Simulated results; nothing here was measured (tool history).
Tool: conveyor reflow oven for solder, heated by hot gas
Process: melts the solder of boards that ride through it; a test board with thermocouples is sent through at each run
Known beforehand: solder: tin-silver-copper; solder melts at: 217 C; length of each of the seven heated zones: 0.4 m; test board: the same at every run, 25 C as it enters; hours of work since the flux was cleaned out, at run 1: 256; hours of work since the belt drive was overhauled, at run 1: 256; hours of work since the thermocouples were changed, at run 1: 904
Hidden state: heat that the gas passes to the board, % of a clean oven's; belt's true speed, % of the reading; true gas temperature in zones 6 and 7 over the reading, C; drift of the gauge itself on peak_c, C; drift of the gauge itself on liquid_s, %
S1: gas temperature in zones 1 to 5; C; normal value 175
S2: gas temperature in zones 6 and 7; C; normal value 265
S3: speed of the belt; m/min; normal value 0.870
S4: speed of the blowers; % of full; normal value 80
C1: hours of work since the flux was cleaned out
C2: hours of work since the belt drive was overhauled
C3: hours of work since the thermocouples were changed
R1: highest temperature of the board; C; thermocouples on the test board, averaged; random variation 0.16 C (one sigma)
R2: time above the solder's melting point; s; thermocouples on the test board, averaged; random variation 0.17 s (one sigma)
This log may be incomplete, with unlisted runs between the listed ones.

run   hour   S1   S2     S3  S4   C1   C2    C3     R1    R2
  1    0.0  175  265  0.870  80  256  256   904  251.6  41.8
  2   15.9  175  265  0.870  80  263  263   911  251.7  41.6
  3   40.6  175  265  0.870  80  274  274   923  251.4  41.5
  4   61.2  175  255  0.870  80  284  284   932  242.7  36.4
  5   76.6  175  265  0.870  80  291  291   940  251.3  41.2
  6   97.6  175  265  0.870  80  301  301   949  251.0  41.0
  7  110.2  175  265  0.870  80  307  307   955  251.1  41.3
  8  134.6  175  265  0.870  80  318  318   966  250.9  41.0
     159.0  -- flux residue cleaned out of gas plates and filters
  9  163.7  175  265  0.870  80    2  329   978  253.7  43.1
 10  188.2  176  267  0.870  85   14  341   989  256.7  45.0
 11  212.9  175  277  0.870  51   25  352  1000  257.4  43.8
 12  233.7  179  261  0.793  75   35  362  1010  252.1  47.9
 13  244.9  179  261  0.793  75   40  367  1015  252.1  48.1
 14  264.7  178  255  0.870  80   49  376  1025  244.9  39.4
 15  287.5  178  255  0.870  80   60  387  1035  244.8  39.3
     297.8  -- thermocouples of zones 6 and 7 changed
 16  315.5  175  274  0.725  80   72  399     8  264.7  57.9

Consider 3 possible next runs. They are alternatives, not a sequence: every one starts from the tool as it was left by run 16. What does each give?
  A  333.5  175  276  0.870  77  80  407  17   ?   ?
  B  333.5  175  276  0.728  57  80  407  17   ?   ?
  C  333.5  175  257  0.991  80  80  407  17   ?   ?

run     R1    R2
  A  261.3  46.0
  B  262.5  56.3
  C  241.0  30.2
Had the tool no hidden state, the same runs would have come out as:
run     R1    R2
  A  262.4  46.2
  B  263.3  56.3
  C  242.1  30.9

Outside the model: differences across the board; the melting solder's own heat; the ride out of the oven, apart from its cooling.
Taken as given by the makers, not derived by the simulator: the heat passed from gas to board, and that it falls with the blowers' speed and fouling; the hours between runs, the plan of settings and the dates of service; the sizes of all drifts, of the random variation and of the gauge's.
